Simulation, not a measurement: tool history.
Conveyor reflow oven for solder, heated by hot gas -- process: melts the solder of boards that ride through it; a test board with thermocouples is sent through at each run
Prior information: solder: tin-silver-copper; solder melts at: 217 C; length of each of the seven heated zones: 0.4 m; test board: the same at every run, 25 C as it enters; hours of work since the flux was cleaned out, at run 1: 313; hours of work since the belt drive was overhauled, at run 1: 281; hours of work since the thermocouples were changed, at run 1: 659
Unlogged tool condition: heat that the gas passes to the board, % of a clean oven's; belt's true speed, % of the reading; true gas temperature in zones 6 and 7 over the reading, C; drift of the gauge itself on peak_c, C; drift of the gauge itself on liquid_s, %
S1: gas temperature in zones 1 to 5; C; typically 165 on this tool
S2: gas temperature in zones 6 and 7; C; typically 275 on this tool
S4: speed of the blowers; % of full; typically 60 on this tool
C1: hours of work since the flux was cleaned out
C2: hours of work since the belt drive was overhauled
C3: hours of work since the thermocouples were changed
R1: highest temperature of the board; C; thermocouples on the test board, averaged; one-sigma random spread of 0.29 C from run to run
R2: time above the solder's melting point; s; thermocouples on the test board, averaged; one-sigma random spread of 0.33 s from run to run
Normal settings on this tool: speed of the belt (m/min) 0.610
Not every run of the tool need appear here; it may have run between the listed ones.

{"run": 1, "hour": 0.0, "S1": 165, "S2": 275, "speed of the belt (m/min)": 0.61, "S4": 60, "C1": 313, "C2": 281, "C3": 659, "R1": 252.5, "R2": 54.1}
{"run": 2, "hour": 21.3, "S1": 165, "S2": 275, "speed of the belt (m/min)": 0.61, "S4": 60, "C1": 325, "C2": 293, "C3": 671, "R1": 251.4, "R2": 54.3}
{"run": 3, "hour": 32.7, "S1": 178, "S2": 275, "speed of the belt (m/min)": 0.61, "S4": 60, "C1": 331, "C2": 299, "C3": 677, "R1": 254.6, "R2": 61.5}
{"run": 4, "hour": 41.3, "S1": 178, "S2": 275, "speed of the belt (m/min)": 0.61, "S4": 60, "C1": 336, "C2": 304, "C3": 682, "R1": 254.6, "R2": 60.8}
{"run": 5, "hour": 58.4, "S1": 178, "S2": 275, "speed of the belt (m/min)": 0.61, "S4": 60, "C1": 345, "C2": 314, "C3": 691, "R1": 254.5, "R2": 61.6}
{"run": 6, "hour": 69.7, "S1": 178, "S2": 275, "speed of the belt (m/min)": 0.61, "S4": 62, "C1": 351, "C2": 320, "C3": 697, "R1": 255.4, "R2": 61.8}
{"run": 7, "hour": 84.2, "S1": 178, "S2": 275, "speed of the belt (m/min)": 0.61, "S4": 62, "C1": 359, "C2": 328, "C3": 705, "R1": 254.7, "R2": 61.7}
{"run": 8, "hour": 102.7, "S1": 171, "S2": 272, "speed of the belt (m/min)": 0.513, "S4": 58, "C1": 370, "C2": 338, "C3": 716, "R1": 255.8, "R2": 72.6}
{"run": 9, "hour": 116.5, "S1": 171, "S2": 272, "speed of the belt (m/min)": 0.591, "S4": 86, "C1": 377, "C2": 346, "C3": 723, "R1": 257.0, "R2": 63.8}
{"run": 10, "hour": 132.2, "S1": 173, "S2": 275, "speed of the belt (m/min)": 0.61, "S4": 60, "C1": 386, "C2": 354, "C3": 732, "R1": 253.1, "R2": 57.9}
{"run": 11, "hour": 144.8, "S1": 165, "S2": 275, "speed of the belt (m/min)": 0.609, "S4": 73, "C1": 393, "C2": 361, "C3": 739, "R1": 254.2, "R2": 57.1}
{"run": 12, "hour": 155.3, "S1": 165, "S2": 290, "speed of the belt (m/min)": 0.623, "S4": 73, "C1": 399, "C2": 367, "C3": 745, "R1": 266.3, "R2": 62.8}
{"run": 13, "hour": 175.2, "S1": 165, "S2": 290, "speed of the belt (m/min)": 0.623, "S4": 73, "C1": 410, "C2": 378, "C3": 756, "R1": 265.8, "R2": 62.7}

Branching from run 13: 5 alternative next runs. What would each branch give?
{"run": "A", "hour": 194.1, "S1": 165, "S2": 280, "speed of the belt (m/min)": 0.623, "S4": 87, "C1": 420, "C2": 389, "C3": 766, "R1": "?", "R2": "?"}
{"run": "B", "hour": 194.1, "S1": 165, "S2": 279, "speed of the belt (m/min)": 0.632, "S4": 50, "C1": 420, "C2": 389, "C3": 766, "R1": "?", "R2": "?"}
{"run": "C", "hour": 194.1, "S1": 177, "S2": 275, "speed of the belt (m/min)": 0.61, "S4": 60, "C1": 420, "C2": 389, "C3": 766, "R1": "?", "R2": "?"}
{"run": "D", "hour": 194.1, "S1": 173, "S2": 275, "speed of the belt (m/min)": 0.54, "S4": 52, "C1": 420, "C2": 389, "C3": 766, "R1": "?", "R2": "?"}
{"run": "E", "hour": 194.1, "S1": 179, "S2": 290, "speed of the belt (m/min)": 0.526, "S4": 86, "C1": 420, "C2": 389, "C3": 766, "R1": "?", "R2": "?"}

run=A R1=260.6 R2=60.2
run=B R1=249.4 R2=48.8
run=C R1=253.7 R2=59.6
run=D R1=255.2 R2=67.9
run=E R1=276.6 R2=86.5
Stripped of hidden state, with their random variation kept, the same runs would have yielded:
run=A R1=264.8 R2=63.0
run=B R1=252.9 R2=52.1
run=C R1=256.7 R2=62.1
run=D R1=257.5 R2=69.8
run=E R1=279.3 R2=86.6
